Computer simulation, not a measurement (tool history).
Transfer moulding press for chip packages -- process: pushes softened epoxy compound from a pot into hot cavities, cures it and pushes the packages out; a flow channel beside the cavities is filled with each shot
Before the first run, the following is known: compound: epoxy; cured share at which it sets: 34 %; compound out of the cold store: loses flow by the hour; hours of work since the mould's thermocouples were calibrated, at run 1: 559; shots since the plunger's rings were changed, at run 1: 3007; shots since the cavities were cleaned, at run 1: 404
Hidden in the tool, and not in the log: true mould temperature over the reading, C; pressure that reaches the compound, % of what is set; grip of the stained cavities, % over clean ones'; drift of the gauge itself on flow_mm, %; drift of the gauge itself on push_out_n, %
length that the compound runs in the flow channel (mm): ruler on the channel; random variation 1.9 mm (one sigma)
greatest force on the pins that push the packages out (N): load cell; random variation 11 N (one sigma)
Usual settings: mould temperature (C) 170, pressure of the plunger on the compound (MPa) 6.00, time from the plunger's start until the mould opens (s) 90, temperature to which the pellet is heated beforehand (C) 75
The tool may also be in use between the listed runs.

run,hour,mould temperature (C),pressure of the plunger on the compound (MPa),time from the plunger's start until the mould opens (s),temperature to which the pellet is heated beforehand (C),hours of work since the mould's thermocouples were calibrated,shots since the plunger's rings were changed,shots since the cavities were cleaned,incoming compound's hours out of the cold store,length that the compound runs in the flow channel (mm),greatest force on the pins that push the packages out (N)
1,0.0,170,6.00,90,75,559,3007,404,17.3,909,508
# hour 7.8: plunger's sealing rings changed
# hour 14.3: cavities cleaned with cleaning compound and waxed
# hour 45.8: cavities cleaned with cleaning compound and waxed
2,51.6,170,6.00,90,75,596,684,97,42.1,826,468
# hour 66.2: mould's thermocouples calibrated
# hour 82.2: cavities cleaned with cleaning compound and waxed
# hour 114.1: cavities cleaned with cleaning compound and waxed
3,122.8,170,6.00,90,75,43,1791,146,38.3,836,500
# hour 150.1: cavities cleaned with cleaning compound and waxed
# hour 184.4: cavities cleaned with cleaning compound and waxed
4,196.0,170,6.00,90,75,98,2966,194,36.9,843,526
# hour 206.8: plunger's sealing rings changed
# hour 220.3: cavities cleaned with cleaning compound and waxed
# hour 255.1: cavities cleaned with cleaning compound and waxed
5,265.4,170,5.03,90,75,149,931,173,10.2,856,536
# hour 292.2: cavities cleaned with cleaning compound and waxed
# hour 325.8: cavities cleaned with cleaning compound and waxed
6,328.3,170,6.00,90,75,197,1932,41,32.2,858,503
# hour 360.6: cavities cleaned with cleaning compound and waxed
7,363.1,168,6.32,88,81,223,2490,43,14.9,945,592
# hour 395.1: cavities cleaned with cleaning compound and waxed
# hour 401.2: plunger's sealing rings changed
8,411.6,170,5.66,76,75,258,174,234,38.4,817,691
# hour 430.5: cavities cleaned with cleaning compound and waxed
# hour 462.2: cavities cleaned with cleaning compound and waxed
# hour 495.3: cavities cleaned with cleaning compound and waxed
9,495.3,170,5.72,76,76,321,1499,0,20.5,876,696
# hour 530.5: cavities cleaned with cleaning compound and waxed
10,540.2,170,6.94,76,65,356,2226,163,27.9,937,746
# hour 564.1: cavities cleaned with cleaning compound and waxed
11,587.7,170,6.00,71,75,392,2995,395,12.0,929,889

Here are 5 independent what-if runs from the current tool condition. What would each one return?
# hour 594.8: plunger's sealing rings changed
# hour 600.9: cavities cleaned with cleaning compound and waxed
# hour 635.1: cavities cleaned with cleaning compound and waxed
# hour 666.9: cavities cleaned with cleaning compound and waxed
A,672.9,170,6.00,104,71,454,1231,101,16.6,?,?
# hour 594.8: plunger's sealing rings changed
# hour 600.9: cavities cleaned with cleaning compound and waxed
# hour 635.1: cavities cleaned with cleaning compound and waxed
# hour 666.9: cavities cleaned with cleaning compound and waxed
B,672.9,173,6.00,71,75,454,1231,101,24.8,?,?
# hour 594.8: plunger's sealing rings changed
# hour 600.9: cavities cleaned with cleaning compound and waxed
# hour 635.1: cavities cleaned with cleaning compound and waxed
# hour 666.9: cavities cleaned with cleaning compound and waxed
C,672.9,170,6.00,79,73,454,1231,101,24.4,?,?
# hour 594.8: plunger's sealing rings changed
# hour 600.9: cavities cleaned with cleaning compound and waxed
# hour 635.1: cavities cleaned with cleaning compound and waxed
# hour 666.9: cavities cleaned with cleaning compound and waxed
D,672.9,170,4.97,98,84,454,1231,101,10.7,?,?
# hour 594.8: plunger's sealing rings changed
# hour 600.9: cavities cleaned with cleaning compound and waxed
# hour 635.1: cavities cleaned with cleaning compound and waxed
# hour 666.9: cavities cleaned with cleaning compound and waxed
E,672.9,170,6.23,122,75,454,1231,101,13.8,?,?

run,length that the compound runs in the flow channel (mm),greatest force on the pins that push the packages out (N)
A,911,446
B,882,710
C,883,661
D,850,471
E,942,426
With the hidden condition removed and each run's random variation left untouched, the same runs would have given:
run,length that the compound runs in the flow channel (mm),greatest force on the pins that push the packages out (N)
A,912,443
B,883,709
C,884,660
D,851,469
E,943,423
